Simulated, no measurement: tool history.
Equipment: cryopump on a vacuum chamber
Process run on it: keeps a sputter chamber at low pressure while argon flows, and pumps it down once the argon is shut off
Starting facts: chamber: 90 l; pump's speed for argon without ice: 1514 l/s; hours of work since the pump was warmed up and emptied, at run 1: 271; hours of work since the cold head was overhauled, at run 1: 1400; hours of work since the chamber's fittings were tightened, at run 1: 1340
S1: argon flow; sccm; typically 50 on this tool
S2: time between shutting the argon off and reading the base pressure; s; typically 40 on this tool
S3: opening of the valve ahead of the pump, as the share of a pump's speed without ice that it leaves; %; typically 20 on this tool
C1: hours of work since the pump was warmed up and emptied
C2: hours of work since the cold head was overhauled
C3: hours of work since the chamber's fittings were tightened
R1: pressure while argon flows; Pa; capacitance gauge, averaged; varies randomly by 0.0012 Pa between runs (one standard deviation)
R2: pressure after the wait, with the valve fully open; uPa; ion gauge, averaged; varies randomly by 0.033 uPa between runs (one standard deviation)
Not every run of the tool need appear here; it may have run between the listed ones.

run,day,S1,S2,S3,C1,C2,C3,R1,R2
1,0,50,40,20,271,1400,1340,0.2852,2.22
2,1.088,50,40,20,289,1418,1357,0.2848,2.29
3,2.125,50,40,20,306,1435,1374,0.2844,2.25
4,3.588,50,40,20,329,1459,1398,0.2867,2.29
5,5.004,50,40,20,353,1482,1422,0.287,2.3
6,6.525,50,40,20,378,1507,1446,0.2864,2.37
7,8.475,50,40,20,410,1539,1478,0.2867,2.38
8,11.054,50,40,20,452,1581,1521,0.2878,2.29
9,13.042,50,40,20,484,1614,1553,0.2872,2.38
10,14.4,50,40,20,507,1636,1575,0.2882,2.42
11,15.867,50,40,20,531,1660,1599,0.2877,2.38
12,17.9,50,40,20,564,1693,1633,0.2913,2.44
13,20.362,50,40,20,604,1734,1673,0.2909,2.42
14,21.867,50,99,20,629,1758,1698,0.2926,1.54
15,22.958,50,99,20,647,1776,1716,0.2928,1.48
16,24.438,50,40,20,671,1800,1740,0.2935,2.58
17,25.588,50,40,20,690,1819,1759,0.2917,2.48
18,27.358,50,40,20,719,1848,1788,0.2939,2.45
19,29.896,25,89,20,760,1890,1829,0.148,1.69
20,32.296,57,99,29,800,1929,1868,0.2391,1.64
21,34.238,26,99,29,831,1961,1900,0.108,1.65
22,35.288,26,99,29,849,1978,1917,0.1105,1.74
23,37.475,27,40,19,884,2014,1953,0.1691,2.7
24,39.988,27,40,19,926,2055,1994,0.1689,2.68
25,42.075,27,40,19,960,2089,2029,0.1692,2.66
26,44.638,29,149,57,1002,2131,2071,0.0694,1.62
27,45.838,46,70,20,1021,2151,2090,0.2795,2.13
28,47.692,45,92,56,1052,2181,2120,0.1115,1.84
29,48.888,61,40,46,1071,2201,2140,0.1783,2.82
# day 50.629: pump warmed up, emptied and cooled again
30,50.846,68,38,21,4,2229,2169,0.363,2.5
31,53.425,32,40,20,46,2271,2211,0.1787,2.52
32,55.904,50,40,18,86,2312,2252,0.312,2.42
33,57.979,50,40,18,120,2346,2286,0.3136,2.57
34,59.975,50,40,47,153,2379,2318,0.1211,2.55
35,62.062,50,40,47,187,2413,2352,0.1218,2.52

Branching from run 35: 3 alternative next runs. What would each branch give?
A,63.579,36,85,23,212,2438,2377,?,?
B,63.579,47,40,38,212,2438,2377,?,?
C,63.579,79,31,60,212,2438,2377,?,?

run,R1,R2
A,0.178,1.73
B,0.1437,2.47
C,0.1535,2.96
With no hidden state in the tool, these same runs would have given:
run,R1,R2
A,0.1746,0.92
B,0.1392,1.69
C,0.146,2.17
